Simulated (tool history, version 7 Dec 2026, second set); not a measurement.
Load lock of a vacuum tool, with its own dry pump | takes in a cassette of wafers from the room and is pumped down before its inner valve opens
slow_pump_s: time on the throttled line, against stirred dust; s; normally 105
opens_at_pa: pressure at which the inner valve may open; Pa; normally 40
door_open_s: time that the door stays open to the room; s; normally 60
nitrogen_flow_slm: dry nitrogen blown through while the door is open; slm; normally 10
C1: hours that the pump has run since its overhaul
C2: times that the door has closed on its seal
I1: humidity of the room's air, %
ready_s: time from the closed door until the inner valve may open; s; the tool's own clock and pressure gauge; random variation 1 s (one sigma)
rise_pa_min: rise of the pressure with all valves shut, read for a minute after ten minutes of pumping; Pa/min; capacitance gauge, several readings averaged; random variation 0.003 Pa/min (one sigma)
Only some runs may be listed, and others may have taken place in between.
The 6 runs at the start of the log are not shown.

{"run": 7, "hour": 1165.5, "slow_pump_s": 105, "opens_at_pa": 40, "door_open_s": 31, "nitrogen_flow_slm": 10, "C1": 14004, "C2": 11214, "I1": 44.2, "ready_s": 171.4, "rise_pa_min": 0.07}
{"run": 8, "hour": 1399.6, "slow_pump_s": 183, "opens_at_pa": 40, "door_open_s": 31, "nitrogen_flow_slm": 10, "C1": 14238, "C2": 11612, "I1": 43.6, "ready_s": 227.7, "rise_pa_min": 0.073}
{"run": 9, "hour": 1544.9, "slow_pump_s": 183, "opens_at_pa": 40, "door_open_s": 31, "nitrogen_flow_slm": 9, "C1": 14384, "C2": 11858, "I1": 45.9, "ready_s": 228.4, "rise_pa_min": 0.077}
{"run": 10, "hour": 1745.8, "slow_pump_s": 105, "opens_at_pa": 40, "door_open_s": 54, "nitrogen_flow_slm": 10, "C1": 14585, "C2": 12200, "I1": 44.3, "ready_s": 171.9, "rise_pa_min": 0.076}
{"run": 11, "hour": 2035.5, "slow_pump_s": 105, "opens_at_pa": 40, "door_open_s": 54, "nitrogen_flow_slm": 10, "C1": 14874, "C2": 12692, "I1": 45.0, "ready_s": 170.6, "rise_pa_min": 0.082}
{"run": 12, "hour": 2244.7, "slow_pump_s": 105, "opens_at_pa": 40, "door_open_s": 60, "nitrogen_flow_slm": 6, "C1": 15083, "C2": 13047, "I1": 49.4, "ready_s": 174.2, "rise_pa_min": 0.087}
{"run": 13, "hour": 2505.4, "slow_pump_s": 105, "opens_at_pa": 40, "door_open_s": 50, "nitrogen_flow_slm": 10, "C1": 15344, "C2": 13490, "I1": 42.8, "ready_s": 173.2, "rise_pa_min": 0.086}
{"run": 14, "hour": 2689.3, "slow_pump_s": 105, "opens_at_pa": 40, "door_open_s": 50, "nitrogen_flow_slm": 10, "C1": 15528, "C2": 13803, "I1": 45.8, "ready_s": 171.0, "rise_pa_min": 0.089}
{"run": 15, "hour": 2877.3, "slow_pump_s": 105, "opens_at_pa": 40, "door_open_s": 50, "nitrogen_flow_slm": 10, "C1": 15716, "C2": 14122, "I1": 47.6, "ready_s": 171.4, "rise_pa_min": 0.09}
{"run": 16, "hour": 2994.7, "slow_pump_s": 105, "opens_at_pa": 40, "door_open_s": 50, "nitrogen_flow_slm": 10, "C1": 15833, "C2": 14321, "I1": 44.5, "ready_s": 174.1, "rise_pa_min": 0.094}
{"run": 17, "hour": 3157.2, "slow_pump_s": 105, "opens_at_pa": 40, "door_open_s": 50, "nitrogen_flow_slm": 10, "C1": 15996, "C2": 14598, "I1": 44.2, "ready_s": 174.3, "rise_pa_min": 0.088}
{"run": 18, "hour": 3336.1, "slow_pump_s": 105, "opens_at_pa": 40, "door_open_s": 50, "nitrogen_flow_slm": 4, "C1": 16175, "C2": 14902, "I1": 48.4, "ready_s": 171.6, "rise_pa_min": 0.105}
{"run": 19, "hour": 3586.3, "slow_pump_s": 177, "opens_at_pa": 31, "door_open_s": 60, "nitrogen_flow_slm": 10, "C1": 16425, "C2": 15327, "I1": 42.9, "ready_s": 228.8, "rise_pa_min": 0.099}
{"run": 20, "hour": 3739.3, "slow_pump_s": 72, "opens_at_pa": 57, "door_open_s": 71, "nitrogen_flow_slm": 4, "C1": 16578, "C2": 15587, "I1": 44.1, "ready_s": 144.0, "rise_pa_min": 0.111}
{"run": 21, "hour": 3908.3, "slow_pump_s": 104, "opens_at_pa": 75, "door_open_s": 146, "nitrogen_flow_slm": 10, "C1": 16747, "C2": 15874, "I1": 46.9, "ready_s": 167.0, "rise_pa_min": 0.122}
{"run": 22, "hour": 4125.5, "slow_pump_s": 104, "opens_at_pa": 75, "door_open_s": 146, "nitrogen_flow_slm": 10, "C1": 16964, "C2": 16243, "I1": 44.3, "ready_s": 165.2, "rise_pa_min": 0.115}
{"run": 23, "hour": 4284.8, "slow_pump_s": 112, "opens_at_pa": 75, "door_open_s": 146, "nitrogen_flow_slm": 32, "C1": 17123, "C2": 16513, "I1": 46.3, "ready_s": 172.4, "rise_pa_min": 0.11}

What does the tool deliver on the next run?
{"run": 24, "hour": 4498.9, "slow_pump_s": 112, "opens_at_pa": 75, "door_open_s": 146, "nitrogen_flow_slm": 41, "C1": 17338, "C2": 16877, "I1": 47.2, "ready_s": "?", "rise_pa_min": "?"}

Logged for run 24: ready_s 172.9 s, rise_pa_min 0.109 Pa/min.
Were there no unlogged condition in the tool, this run, its random variation unchanged, would have produced ready_s 160.4 s, rise_pa_min 0.027 Pa/min.
